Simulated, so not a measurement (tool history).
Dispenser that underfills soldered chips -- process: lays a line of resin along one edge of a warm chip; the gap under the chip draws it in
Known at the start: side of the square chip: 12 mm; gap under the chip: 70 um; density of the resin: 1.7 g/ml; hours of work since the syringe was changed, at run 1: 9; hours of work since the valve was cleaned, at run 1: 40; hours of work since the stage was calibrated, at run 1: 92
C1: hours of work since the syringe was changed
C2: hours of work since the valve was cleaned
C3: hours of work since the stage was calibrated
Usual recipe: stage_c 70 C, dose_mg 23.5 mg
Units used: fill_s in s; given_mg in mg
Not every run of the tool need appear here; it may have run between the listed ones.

{"run": 1, "day": 0.0, "stage_c": 70, "dose_mg": 23.5, "C1": 9, "C2": 40, "C3": 92, "fill_s": 109.3, "given_mg": 22.69}
{"day": 0.062, "done": "new syringe of resin"}
{"run": 2, "day": 0.188, "stage_c": 70, "dose_mg": 23.5, "C1": 2, "C2": 43, "C3": 95, "fill_s": 64.8, "given_mg": 22.63}
{"run": 3, "day": 0.312, "stage_c": 64, "dose_mg": 23.5, "C1": 5, "C2": 45, "C3": 98, "fill_s": 95.0, "given_mg": 22.63}
{"run": 4, "day": 0.462, "stage_c": 57, "dose_mg": 23.5, "C1": 7, "C2": 48, "C3": 101, "fill_s": 146.7, "given_mg": 22.45}
{"day": 0.604, "done": "new syringe of resin"}
{"run": 5, "day": 0.721, "stage_c": 70, "dose_mg": 23.3, "C1": 2, "C2": 52, "C3": 105, "fill_s": 66.9, "given_mg": 22.33}
{"run": 6, "day": 0.842, "stage_c": 70, "dose_mg": 23.3, "C1": 4, "C2": 55, "C3": 107, "fill_s": 78.7, "given_mg": 22.28}
{"run": 7, "day": 1.05, "stage_c": 70, "dose_mg": 23.3, "C1": 8, "C2": 58, "C3": 111, "fill_s": 104.8, "given_mg": 22.35}
{"day": 1.154, "done": "new syringe of resin"}
{"run": 8, "day": 1.238, "stage_c": 58, "dose_mg": 27.7, "C1": 2, "C2": 62, "C3": 114, "fill_s": 88.5, "given_mg": 26.52}
{"run": 9, "day": 1.362, "stage_c": 84, "dose_mg": 29.9, "C1": 4, "C2": 64, "C3": 116, "fill_s": 46.4, "given_mg": 28.26}
{"run": 10, "day": 1.521, "stage_c": 70, "dose_mg": 20.6, "C1": 7, "C2": 67, "C3": 119, "fill_s": 96.1, "given_mg": 19.62}
{"run": 11, "day": 1.646, "stage_c": 70, "dose_mg": 20.6, "C1": 9, "C2": 69, "C3": 122, "fill_s": 116.1, "given_mg": 19.51}
{"day": 1.704, "done": "new syringe of resin"}
{"run": 12, "day": 1.9, "stage_c": 73, "dose_mg": 28.9, "C1": 4, "C2": 73, "C3": 126, "fill_s": 64.3, "given_mg": 27.08}
{"run": 13, "day": 2.171, "stage_c": 76, "dose_mg": 30.0, "C1": 8, "C2": 78, "C3": 131, "fill_s": 85.0, "given_mg": 28.05}
{"day": 2.25, "done": "new syringe of resin"}
{"run": 14, "day": 2.346, "stage_c": 67, "dose_mg": 25.5, "C1": 2, "C2": 81, "C3": 134, "fill_s": 66.1, "given_mg": 23.93}

Forecast each of these 3 alternatives for the next run:
{"run": "A", "day": 2.554, "stage_c": 76, "dose_mg": 23.6, "C1": 5, "C2": 85, "C3": 138, "fill_s": "?", "given_mg": "?"}
{"run": "B", "day": 2.554, "stage_c": 76, "dose_mg": 26.1, "C1": 5, "C2": 85, "C3": 138, "fill_s": "?", "given_mg": "?"}
{"run": "C", "day": 2.554, "stage_c": 76, "dose_mg": 23.3, "C1": 5, "C2": 85, "C3": 138, "fill_s": "?", "given_mg": "?"}

run=A fill_s=69.5 given_mg=21.99
run=B fill_s=68.1 given_mg=24.21
run=C fill_s=68.9 given_mg=21.69
Stripped of hidden state, with their random variation kept, the same runs would have yielded:
run=A fill_s=45.3 given_mg=23.60
run=B fill_s=44.8 given_mg=25.99
run=C fill_s=45.1 given_mg=23.28

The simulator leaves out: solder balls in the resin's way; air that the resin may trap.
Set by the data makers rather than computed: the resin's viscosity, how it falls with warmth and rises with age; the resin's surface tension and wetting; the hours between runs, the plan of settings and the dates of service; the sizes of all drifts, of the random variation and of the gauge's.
